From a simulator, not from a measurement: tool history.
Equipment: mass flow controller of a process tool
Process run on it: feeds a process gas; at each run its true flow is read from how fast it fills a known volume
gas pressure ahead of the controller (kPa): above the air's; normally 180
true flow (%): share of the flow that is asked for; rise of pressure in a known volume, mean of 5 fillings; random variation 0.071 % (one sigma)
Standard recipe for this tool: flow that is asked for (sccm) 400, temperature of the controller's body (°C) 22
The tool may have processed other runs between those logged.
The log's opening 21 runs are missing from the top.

run	day	flow that is asked for (sccm)	gas pressure ahead of the controller (kPa)	temperature of the controller's body (°C)	true flow (%)
22	224.412	400	146	22	99.60
23	234.700	400	146	22	99.59
24	244.454	163	180	24	98.67
25	258.950	55	189	32	98.04
26	271.938	55	189	32	97.98
27	280.912	55	189	32	98.14
28	291.712	55	189	32	98.01
29	301.388	55	189	32	98.19
30	307.925	464	173	33	99.56
31	322.929	64	277	22	99.64
32	337.033	64	277	22	99.58
33	350.350	74	155	23	98.55
34	361.100	278	181	31	98.95
35	373.938	278	257	31	99.57
36	385.100	294	175	34	98.81
37	396.488	400	144	34	99.13
38	409.446	400	144	34	98.98
39	415.933	400	144	34	99.07
40	430.179	128	209	37	98.28
41	441.717	389	177	22	100.06
42	454.579	389	271	25	100.54

What will run 43 give?
43	462.375	71	200	23	?

true flow (%): 99.19
On a tool with no hidden condition, and with the same random variation, this run would have come out at true flow (%) 98.03.
